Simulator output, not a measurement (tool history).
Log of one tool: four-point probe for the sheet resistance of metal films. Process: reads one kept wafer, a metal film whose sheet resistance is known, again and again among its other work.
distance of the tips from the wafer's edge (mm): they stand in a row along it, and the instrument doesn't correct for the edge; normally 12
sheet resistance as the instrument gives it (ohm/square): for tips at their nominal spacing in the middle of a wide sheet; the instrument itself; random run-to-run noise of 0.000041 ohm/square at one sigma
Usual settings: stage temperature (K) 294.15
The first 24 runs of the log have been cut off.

| run | hour | stage temperature (K) | distance of the tips from the wafer's edge (mm) | sheet resistance as the instrument gives it (ohm/square) |
|---|---|---|---|---|
| 25 | 370 | 298.15 | 18 | 0.202914 |
| 26 | 389.6 | 298.15 | 18 | 0.202927 |
| 27 | 405.2 | 298.15 | 18 | 0.202945 |
| 28 | 419.9 | 305.15 | 31 | 0.202571 |
| 29 | 437.4 | 305.15 | 31 | 0.202576 |
| 30 | 451.5 | 305.15 | 31 | 0.2026 |
| 31 | 470.6 | 307.15 | 55 | 0.202483 |
| 32 | 491.6 | 307.15 | 55 | 0.202482 |
| 33 | 512.5 | 308.15 | 20 | 0.202906 |
| 34 | 525.2 | 308.15 | 20 | 0.202826 |
| 35 | 543.5 | 294.15 | 30 | 0.202563 |
| 36 | 553.4 | 294.15 | 30 | 0.202569 |
| 37 | 565 | 301.15 | 12 | 0.203587 |
| 38 | 581.6 | 298.15 | 59 | 0.202486 |
| 39 | 595.7 | 294.15 | 8 | 0.205092 |
| 40 | 612.2 | 294.15 | 12 | 0.203662 |
| 41 | 629.7 | 294.15 | 19 | 0.202918 |
| 42 | 638.9 | 296.15 | 74 | 0.202408 |
| 43 | 656.9 | 299.15 | 14 | 0.203293 |
| 44 | 670.2 | 299.15 | 6 | 0.207138 |
| 45 | 684.6 | 303.15 | 59 | 0.20245 |
| 46 | 706.4 | 305.15 | 61 | 0.202431 |

3 ways to go on from here, each from the tool as it stands after run 46. What would each give?
| A | 724.6 | 302.15 | 12 | ? |
| B | 724.6 | 291.15 | 20 | ? |
| C | 724.6 | 293.15 | 58 | ? |

| run | sheet resistance as the instrument gives it (ohm/square) |
|---|---|
| A | 0.203673 |
| B | 0.202859 |
| C | 0.2024 |
Had the tool no hidden state, the same runs would have come out as:
| run | sheet resistance as the instrument gives it (ohm/square) |
|---|---|
| A | 0.203676 |
| B | 0.202863 |
| C | 0.202404 |
